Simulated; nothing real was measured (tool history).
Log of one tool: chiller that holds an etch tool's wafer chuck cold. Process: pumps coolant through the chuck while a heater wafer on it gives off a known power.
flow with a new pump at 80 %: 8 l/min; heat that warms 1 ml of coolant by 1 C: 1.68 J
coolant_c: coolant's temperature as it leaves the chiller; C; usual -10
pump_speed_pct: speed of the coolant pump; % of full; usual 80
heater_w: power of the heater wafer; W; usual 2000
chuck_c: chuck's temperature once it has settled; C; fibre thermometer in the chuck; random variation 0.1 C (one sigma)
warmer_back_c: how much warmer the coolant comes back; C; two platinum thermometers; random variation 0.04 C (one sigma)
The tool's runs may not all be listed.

| run | hour | coolant_c | pump_speed_pct | heater_w | chuck_c | warmer_back_c |
|---|---|---|---|---|---|---|
| 1 | 0.0 | -10 | 80 | 2000 | 8.4 | 8.86 |
| 2 | 129.7 | -10 | 80 | 2000 | 8.4 | 8.91 |
| 3 | 223.8 | -4 | 80 | 2000 | 14.5 | 8.89 |
| 4 | 318.3 | -4 | 80 | 2000 | 14.4 | 8.85 |
| 5 | 435.8 | -4 | 80 | 2000 | 14.4 | 8.85 |
| 6 | 519.9 | -4 | 80 | 1317 | 8.1 | 5.89 |
| 7 | 613.9 | -4 | 80 | 1317 | 8.3 | 5.88 |
| 8 | 686.8 | -10 | 80 | 2000 | 8.6 | 8.92 |
| 9 | 838.4 | -9 | 80 | 2000 | 9.3 | 8.93 |
| 10 | 911.5 | -9 | 80 | 2000 | 9.7 | 8.90 |
| 11 | 1028.8 | -9 | 80 | 2000 | 9.4 | 9.00 |
| 12 | 1180.9 | -10 | 80 | 2000 | 8.5 | 8.91 |
| 13 | 1257.2 | -10 | 80 | 2000 | 8.5 | 8.92 |
| 14 | 1388.3 | -10 | 80 | 2000 | 8.5 | 8.97 |
| 15 | 1535.3 | -4 | 80 | 2000 | 14.4 | 8.95 |
| 16 | 1656.8 | -4 | 80 | 2000 | 14.6 | 8.94 |
| 17 | 1812.3 | -10 | 63 | 2761 | 20.5 | 16.11 |
| 18 | 1960.8 | -10 | 63 | 2761 | 20.5 | 16.10 |
| 19 | 2026.0 | -10 | 63 | 2761 | 20.4 | 16.02 |
| 20 | 2144.8 | -19 | 71 | 2761 | 8.9 | 14.02 |
| 21 | 2286.3 | -5 | 87 | 1337 | 6.4 | 5.45 |
| 22 | 2389.6 | -5 | 87 | 1337 | 6.6 | 5.41 |
| 23 | 2452.4 | -19 | 87 | 1493 | -6.3 | 6.07 |
| 24 | 2519.5 | -19 | 81 | 1493 | -5.6 | 6.58 |
| 25 | 2654.4 | -2 | 62 | 1334 | 13.0 | 7.97 |
| 26 | 2784.4 | -15 | 80 | 2000 | 3.4 | 8.90 |
| 27 | 2908.5 | -10 | 88 | 1704 | 4.3 | 6.82 |
| 28 | 2974.9 | -3 | 80 | 2711 | 21.8 | 12.13 |
| 29 | 3040.5 | -10 | 80 | 1879 | 7.2 | 8.41 |
| 30 | 3169.9 | -2 | 79 | 2302 | 19.2 | 10.45 |
| 31 | 3248.6 | -8 | 72 | 2302 | 14.9 | 11.56 |

Not shown: 1 entry that the log had between the listed runs. Between which runs, and how does the tool's hidden state differ before and after?
Between runs 16 and 17: coolant changed, channels flushed (hour 1673.7)
  heat passed by the chuck's channels, % of clean ones': 99.9 -> 100
